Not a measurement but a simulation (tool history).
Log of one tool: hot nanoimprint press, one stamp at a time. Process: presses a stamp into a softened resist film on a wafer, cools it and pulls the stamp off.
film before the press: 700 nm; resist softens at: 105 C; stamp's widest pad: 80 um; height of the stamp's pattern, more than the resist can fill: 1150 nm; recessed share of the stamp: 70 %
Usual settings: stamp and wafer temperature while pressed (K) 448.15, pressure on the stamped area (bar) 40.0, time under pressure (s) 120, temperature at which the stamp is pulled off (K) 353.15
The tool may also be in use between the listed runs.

| run | hour | stamp and wafer temperature while pressed (K) | pressure on the stamped area (bar) | time under pressure (s) | temperature at which the stamp is pulled off (K) | resist left under the stamp's widest pad (nm) | greatest force while the stamp is pulled off (N) |
|---|---|---|---|---|---|---|---|
| 1 | 0.0 | 448.15 | 40.0 | 120 | 353.15 | 373.2 | 156 |
| 2 | 44.5 | 448.15 | 40.0 | 120 | 353.15 | 374.6 | 153 |
| 3 | 89.2 | 448.15 | 40.0 | 120 | 353.15 | 374.1 | 154 |
|  | 130.0 | press's hydraulic seals changed and the load cell set to zero |
| 4 | 137.2 | 448.15 | 25.7 | 120 | 353.15 | 447.7 | 155 |
|  | 158.3 | plate thermocouple calibrated |
| 5 | 183.9 | 448.15 | 40.0 | 120 | 353.15 | 373.2 | 154 |
| 6 | 224.5 | 448.15 | 40.0 | 120 | 353.15 | 373.2 | 152 |
| 7 | 292.7 | 448.15 | 40.0 | 120 | 353.15 | 375.0 | 154 |
|  | 308.7 | stamp cleaned and given a new release coat |
| 8 | 336.4 | 448.15 | 40.0 | 120 | 353.15 | 373.4 | 152 |
| 9 | 383.7 | 459.15 | 40.0 | 120 | 353.15 | 245.6 | 154 |
| 10 | 427.4 | 459.15 | 40.0 | 120 | 353.15 | 246.4 | 156 |
| 11 | 460.0 | 448.15 | 40.0 | 120 | 357.15 | 374.2 | 139 |
| 12 | 496.5 | 448.15 | 40.0 | 120 | 357.15 | 373.2 | 146 |
| 13 | 549.9 | 448.15 | 40.0 | 120 | 357.15 | 373.5 | 143 |
| 14 | 596.4 | 448.15 | 40.0 | 120 | 357.15 | 375.2 | 144 |
| 15 | 665.4 | 448.15 | 40.0 | 64 | 357.15 | 452.4 | 142 |
|  | 723.7 | plate thermocouple calibrated |
| 16 | 729.6 | 448.15 | 40.0 | 64 | 357.15 | 452.6 | 145 |
|  | 790.8 | stamp cleaned and given a new release coat |
| 17 | 802.6 | 436.15 | 40.0 | 64 | 339.15 | 607.9 | 186 |
| 18 | 859.1 | 448.15 | 34.2 | 113 | 353.15 | 408.0 | 151 |
| 19 | 917.9 | 448.15 | 34.2 | 236 | 356.15 | 318.5 | 146 |
| 20 | 961.4 | 454.15 | 30.6 | 203 | 353.15 | 278.6 | 152 |
| 21 | 996.8 | 452.15 | 40.0 | 197 | 353.15 | 266.8 | 154 |
| 22 | 1059.3 | 452.15 | 40.0 | 197 | 347.15 | 266.8 | 166 |
| 23 | 1118.2 | 452.15 | 40.0 | 197 | 347.15 | 267.1 | 167 |
| 24 | 1156.0 | 448.15 | 42.1 | 120 | 356.15 | 365.1 | 149 |
| 25 | 1219.9 | 448.15 | 42.1 | 120 | 356.15 | 366.0 | 149 |
| 26 | 1257.0 | 448.15 | 42.1 | 120 | 356.15 | 365.3 | 150 |
|  | 1269.6 | stamp cleaned and given a new release coat |
|  | 1277.6 | press's hydraulic seals changed and the load cell set to zero |
|  | 1298.3 | plate thermocouple calibrated |
| 27 | 1322.2 | 445.15 | 42.1 | 122 | 356.15 | 406.6 | 147 |
| 28 | 1380.1 | 442.15 | 36.2 | 168 | 356.15 | 438.3 | 144 |
| 29 | 1451.3 | 442.15 | 33.8 | 168 | 351.15 | 450.7 | 157 |

Forecast each of these 5 alternatives for the next run:
| A | 1495.4 | 442.15 | 34.0 | 168 | 340.15 | ? | ? |
| B | 1495.4 | 442.15 | 26.8 | 197 | 351.15 | ? | ? |
| C | 1495.4 | 441.15 | 48.6 | 62 | 353.15 | ? | ? |
| D | 1495.4 | 442.15 | 33.8 | 168 | 360.15 | ? | ? |
| E | 1495.4 | 447.15 | 40.0 | 99 | 345.15 | ? | ? |

| run | resist left under the stamp's widest pad (nm) | greatest force while the stamp is pulled off (N) |
|---|---|---|
| A | 449.8 | 187 |
| B | 469.8 | 155 |
| C | 526.8 | 152 |
| D | 452.0 | 140 |
| E | 412.1 | 177 |
Without the tool's hidden state the same runs would have given:
| run | resist left under the stamp's widest pad (nm) | greatest force while the stamp is pulled off (N) |
|---|---|---|
| A | 449.5 | 186 |
| B | 469.5 | 154 |
| C | 526.4 | 152 |
| D | 451.6 | 140 |
| E | 411.8 | 176 |
